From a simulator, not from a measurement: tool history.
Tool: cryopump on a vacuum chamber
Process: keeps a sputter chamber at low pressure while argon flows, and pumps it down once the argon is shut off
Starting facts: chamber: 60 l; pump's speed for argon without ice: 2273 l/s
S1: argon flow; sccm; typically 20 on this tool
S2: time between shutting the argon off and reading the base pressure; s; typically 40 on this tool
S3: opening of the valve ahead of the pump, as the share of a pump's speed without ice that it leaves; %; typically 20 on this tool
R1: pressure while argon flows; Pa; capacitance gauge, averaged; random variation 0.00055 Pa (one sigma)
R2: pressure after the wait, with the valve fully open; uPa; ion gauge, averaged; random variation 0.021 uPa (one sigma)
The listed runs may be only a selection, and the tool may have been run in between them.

run	hour	S1	S2	S3	R1	R2
1	0.0	20	40	20	0.0753	1.65
2	43.6	20	40	20	0.0759	1.67
3	89.4	20	40	26	0.0582	1.69
4	113.8	20	40	26	0.0578	1.68
5	151.0	20	40	26	0.0582	1.70
6	184.0	20	40	26	0.0576	1.67
7	235.7	20	40	26	0.0584	1.68
8	267.8	20	40	26	0.0586	1.69
9	306.0	20	40	26	0.0587	1.68
10	345.5	20	40	20	0.0757	1.72
11	397.5	20	40	20	0.0758	1.71
12	438.6	20	40	20	0.0756	1.75
13	482.2	12	40	20	0.0466	1.74
14	512.0	12	40	20	0.0459	1.72
15	555.2	20	40	20	0.0767	1.72
16	591.9	20	40	20	0.0779	1.72
17	648.0	20	40	20	0.0773	1.73
18	694.4	20	40	20	0.0772	1.72
19	728.2	20	64	20	0.0782	1.17
20	779.0	28	156	36	0.0632	0.65
21	829.7	20	116	22	0.0712	0.80
22	867.2	20	116	22	0.0723	0.78
23	907.5	10	200	20	0.0396	0.61
24	951.2	10	25	23	0.0342	2.65
25	977.0	10	25	23	0.0336	2.63
26	1030.7	10	40	20	0.0402	1.74
27	1062.1	11	77	20	0.0431	1.08
28	1100.5	11	241	20	0.0442	0.58
29	1129.6	11	241	20	0.0429	0.57
30	1161.0	14	23	29	0.0401	2.84
# hour 1220.5: pump warmed up, emptied and cooled again
31	1220.5	14	23	57	0.0182	2.83
32	1275.1	14	23	57	0.0180	2.78
33	1333.4	14	23	57	0.0183	2.80
34	1361.5	14	52	30	0.0351	1.37
35	1388.0	9	58	30	0.0232	1.26

Branching from run 35: 3 alternative next runs. What would each branch give?
A	1413.9	12	230	58	?	?
B	1413.9	10	58	21	?	?
C	1413.9	20	240	44	?	?

run	R1	R2
A	0.0158	0.53
B	0.0357	1.28
C	0.0349	0.52
Without the tool's hidden state the same runs would have given:
run	R1	R2
A	0.0153	0.39
B	0.0353	1.14
C	0.0341	0.38

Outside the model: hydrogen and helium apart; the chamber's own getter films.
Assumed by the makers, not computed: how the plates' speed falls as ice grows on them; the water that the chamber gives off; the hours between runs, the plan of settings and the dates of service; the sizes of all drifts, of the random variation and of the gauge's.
